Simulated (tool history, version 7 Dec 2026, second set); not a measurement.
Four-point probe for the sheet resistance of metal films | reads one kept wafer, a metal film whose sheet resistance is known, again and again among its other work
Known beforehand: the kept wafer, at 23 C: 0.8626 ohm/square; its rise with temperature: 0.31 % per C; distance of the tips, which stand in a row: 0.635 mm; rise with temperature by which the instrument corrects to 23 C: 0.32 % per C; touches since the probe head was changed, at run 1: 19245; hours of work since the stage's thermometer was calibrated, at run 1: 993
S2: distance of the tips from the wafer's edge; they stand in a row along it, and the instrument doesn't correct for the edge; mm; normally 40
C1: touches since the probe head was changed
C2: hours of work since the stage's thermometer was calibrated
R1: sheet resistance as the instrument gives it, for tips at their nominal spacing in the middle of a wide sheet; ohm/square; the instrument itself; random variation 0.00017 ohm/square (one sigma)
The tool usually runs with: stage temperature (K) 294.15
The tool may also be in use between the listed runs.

{"run": 1, "hour": 0.0, "stage temperature (K)": 294.15, "S2": 40, "C1": 19245, "C2": 993, "R1": 0.863603}
{"run": 2, "hour": 53.5, "stage temperature (K)": 302.15, "S2": 40, "C1": 19893, "C2": 1018, "R1": 0.862593}
{"run": 3, "hour": 78.5, "stage temperature (K)": 302.15, "S2": 40, "C1": 20195, "C2": 1029, "R1": 0.862787}
{"run": 4, "hour": 101.5, "stage temperature (K)": 302.15, "S2": 40, "C1": 20474, "C2": 1040, "R1": 0.862457}
{"run": 5, "hour": 141.1, "stage temperature (K)": 302.15, "S2": 40, "C1": 20953, "C2": 1058, "R1": 0.862494}
{"run": 6, "hour": 186.7, "stage temperature (K)": 302.15, "S2": 40, "C1": 21506, "C2": 1080, "R1": 0.862352}
{"run": 7, "hour": 237.2, "stage temperature (K)": 302.15, "S2": 40, "C1": 22117, "C2": 1103, "R1": 0.862537}
{"run": 8, "hour": 283.4, "stage temperature (K)": 307.15, "S2": 40, "C1": 22676, "C2": 1124, "R1": 0.862233}
{"run": 9, "hour": 327.1, "stage temperature (K)": 307.15, "S2": 40, "C1": 23206, "C2": 1145, "R1": 0.861927}
{"run": 10, "hour": 377.6, "stage temperature (K)": 296.15, "S2": 40, "C1": 23818, "C2": 1168, "R1": 0.863088}
{"run": 11, "hour": 417.0, "stage temperature (K)": 296.15, "S2": 40, "C1": 24294, "C2": 1187, "R1": 0.863432}
{"run": 12, "hour": 448.0, "stage temperature (K)": 296.15, "S2": 40, "C1": 24670, "C2": 1201, "R1": 0.863413}
{"run": 13, "hour": 476.2, "stage temperature (K)": 296.15, "S2": 40, "C1": 25011, "C2": 1214, "R1": 0.863848}
{"run": 14, "hour": 511.6, "stage temperature (K)": 296.15, "S2": 40, "C1": 25441, "C2": 1231, "R1": 0.863386}
{"run": 15, "hour": 551.5, "stage temperature (K)": 296.15, "S2": 40, "C1": 25923, "C2": 1249, "R1": 0.863191}
{"run": 16, "hour": 579.4, "stage temperature (K)": 301.15, "S2": 40, "C1": 26261, "C2": 1262, "R1": 0.863101}
{"run": 17, "hour": 616.3, "stage temperature (K)": 301.15, "S2": 40, "C1": 26708, "C2": 1279, "R1": 0.862787}
{"run": 18, "hour": 649.3, "stage temperature (K)": 301.15, "S2": 40, "C1": 27108, "C2": 1294, "R1": 0.863291}
{"run": 19, "hour": 673.1, "stage temperature (K)": 294.15, "S2": 67, "C1": 27395, "C2": 1306, "R1": 0.863616}
{"run": 20, "hour": 723.0, "stage temperature (K)": 294.15, "S2": 67, "C1": 27999, "C2": 1329, "R1": 0.863862}
{"run": 21, "hour": 765.2, "stage temperature (K)": 294.15, "S2": 67, "C1": 28510, "C2": 1348, "R1": 0.863826}
{"run": 22, "hour": 799.4, "stage temperature (K)": 294.15, "S2": 67, "C1": 28926, "C2": 1364, "R1": 0.86375}
{"run": 23, "hour": 850.8, "stage temperature (K)": 294.15, "S2": 67, "C1": 29547, "C2": 1388, "R1": 0.864027}
{"run": 24, "hour": 904.8, "stage temperature (K)": 292.15, "S2": 3, "C1": 30202, "C2": 1413, "R1": 0.884539}
{"run": 25, "hour": 928.4, "stage temperature (K)": 292.15, "S2": 3, "C1": 30487, "C2": 1424, "R1": 0.884245}
{"run": 26, "hour": 961.4, "stage temperature (K)": 305.15, "S2": 39, "C1": 30887, "C2": 1439, "R1": 0.862987}
{"run": 27, "hour": 1003.9, "stage temperature (K)": 306.15, "S2": 36, "C1": 31401, "C2": 1459, "R1": 0.862768}
{"run": 28, "hour": 1029.3, "stage temperature (K)": 306.15, "S2": 36, "C1": 31709, "C2": 1471, "R1": 0.862612}
{"run": 29, "hour": 1061.9, "stage temperature (K)": 292.15, "S2": 33, "C1": 32104, "C2": 1486, "R1": 0.864407}
{"run": 30, "hour": 1106.1, "stage temperature (K)": 292.15, "S2": 16, "C1": 32639, "C2": 1507, "R1": 0.865083}
{"run": 31, "hour": 1135.0, "stage temperature (K)": 307.15, "S2": 40, "C1": 32989, "C2": 1520, "R1": 0.862984}
{"run": 32, "hour": 1170.9, "stage temperature (K)": 307.15, "S2": 40, "C1": 33424, "C2": 1537, "R1": 0.862754}
{"run": 33, "hour": 1221.4, "stage temperature (K)": 307.15, "S2": 40, "C1": 34036, "C2": 1560, "R1": 0.863054}
{"run": 34, "hour": 1255.7, "stage temperature (K)": 307.15, "S2": 15, "C1": 34451, "C2": 1576, "R1": 0.863463}
{"run": 35, "hour": 1301.9, "stage temperature (K)": 307.15, "S2": 15, "C1": 35010, "C2": 1598, "R1": 0.863828}
{"run": 36, "hour": 1346.2, "stage temperature (K)": 299.15, "S2": 7, "C1": 35547, "C2": 1618, "R1": 0.867656}
{"run": 37, "hour": 1373.0, "stage temperature (K)": 292.15, "S2": 5, "C1": 35871, "C2": 1631, "R1": 0.872079}
{"run": 38, "hour": 1402.3, "stage temperature (K)": 304.15, "S2": 26, "C1": 36225, "C2": 1644, "R1": 0.863479}
{"run": 39, "hour": 1448.0, "stage temperature (K)": 303.15, "S2": 47, "C1": 36780, "C2": 1666, "R1": 0.863555}
{"run": 40, "hour": 1490.3, "stage temperature (K)": 303.15, "S2": 47, "C1": 37291, "C2": 1685, "R1": 0.863505}
{"run": 41, "hour": 1539.6, "stage temperature (K)": 296.15, "S2": 47, "C1": 37888, "C2": 1708, "R1": 0.864282}
{"run": 42, "hour": 1568.1, "stage temperature (K)": 294.15, "S2": 36, "C1": 38233, "C2": 1721, "R1": 0.864757}
{"run": 43, "hour": 1593.8, "stage temperature (K)": 294.15, "S2": 36, "C1": 38545, "C2": 1733, "R1": 0.864668}

Hidden state or all else? Some run-to-run changes of R1, split into what the settings, what came in and random variation would give without the hidden state, and what is left for the hidden state (with any gauge scatter that isn't in both results):
The hidden state here: inner tips' distance over the nominal, %; tips' flats over new ones', %; wafer's true temperature over the reading, C; drift of the gauge itself on sheet_ohm, %.
Run 23 -> 24: stage temperature (K) 294.15 -> 292.15, S2 67 -> 3. R1 +0.020512 ohm/square: hidden state +0.000074, all else +0.020438.
Run 25 -> 26: stage temperature (K) 292.15 -> 305.15, S2 3 -> 39. R1 -0.021258 ohm/square: hidden state -0.000035, all else -0.021223.
Run 28 -> 29: stage temperature (K) 306.15 -> 292.15, S2 36 -> 33. R1 +0.001795 ohm/square: hidden state +0.000065, all else +0.001730.
Run 35 -> 36: stage temperature (K) 307.15 -> 299.15, S2 15 -> 7. R1 +0.003828 ohm/square: hidden state +0.000064, all else +0.003764.
Run 37 -> 38: stage temperature (K) 292.15 -> 304.15, S2 5 -> 26. R1 -0.008600 ohm/square: hidden state -0.000027, all else -0.008573.

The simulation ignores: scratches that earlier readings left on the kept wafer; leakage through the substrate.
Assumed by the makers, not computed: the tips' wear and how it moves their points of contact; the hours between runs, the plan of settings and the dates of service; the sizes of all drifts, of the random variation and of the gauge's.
